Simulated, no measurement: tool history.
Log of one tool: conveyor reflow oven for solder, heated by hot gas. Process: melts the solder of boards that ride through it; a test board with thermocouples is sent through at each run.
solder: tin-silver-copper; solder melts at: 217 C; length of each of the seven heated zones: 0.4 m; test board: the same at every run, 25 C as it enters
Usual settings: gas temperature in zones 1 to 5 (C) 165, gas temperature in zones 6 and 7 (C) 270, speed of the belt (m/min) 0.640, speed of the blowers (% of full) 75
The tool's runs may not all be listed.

| run | hour | gas temperature in zones 1 to 5 (C) | gas temperature in zones 6 and 7 (C) | speed of the belt (m/min) | speed of the blowers (% of full) | highest temperature of the board (C) | time above the solder's melting point (s) |
|---|---|---|---|---|---|---|---|
| 1 | 0.0 | 165 | 270 | 0.640 | 75 | 246.5 | 47.2 |
| 2 | 9.4 | 165 | 270 | 0.640 | 75 | 246.7 | 47.0 |
| 3 | 19.6 | 165 | 267 | 0.640 | 75 | 243.9 | 44.8 |
| 4 | 29.0 | 165 | 267 | 0.640 | 75 | 243.9 | 45.3 |
| 5 | 39.6 | 173 | 270 | 0.640 | 75 | 248.3 | 51.2 |
| 6 | 46.8 | 173 | 270 | 0.640 | 75 | 248.4 | 51.2 |
| 7 | 57.6 | 165 | 270 | 0.770 | 75 | 238.2 | 30.5 |
| 8 | 66.1 | 165 | 268 | 0.640 | 51 | 235.5 | 33.4 |
| 9 | 72.5 | 165 | 268 | 0.640 | 51 | 235.2 | 33.2 |
|  | 78.1 | flux residue cleaned out of gas plates and filters |
| 10 | 86.1 | 165 | 268 | 0.640 | 51 | 238.9 | 37.8 |
| 11 | 97.1 | 165 | 270 | 0.640 | 75 | 250.1 | 51.1 |

Forecast run 12:
| 12 | 104.4 | 165 | 276 | 0.659 | 75 | ? | ? |

Run 12 gave highest temperature of the board (C) 253.8, time above the solder's melting point (s) 52.0.
Without the tool's hidden state the same run would have given highest temperature of the board (C) 253.2, time above the solder's melting point (s) 51.3.

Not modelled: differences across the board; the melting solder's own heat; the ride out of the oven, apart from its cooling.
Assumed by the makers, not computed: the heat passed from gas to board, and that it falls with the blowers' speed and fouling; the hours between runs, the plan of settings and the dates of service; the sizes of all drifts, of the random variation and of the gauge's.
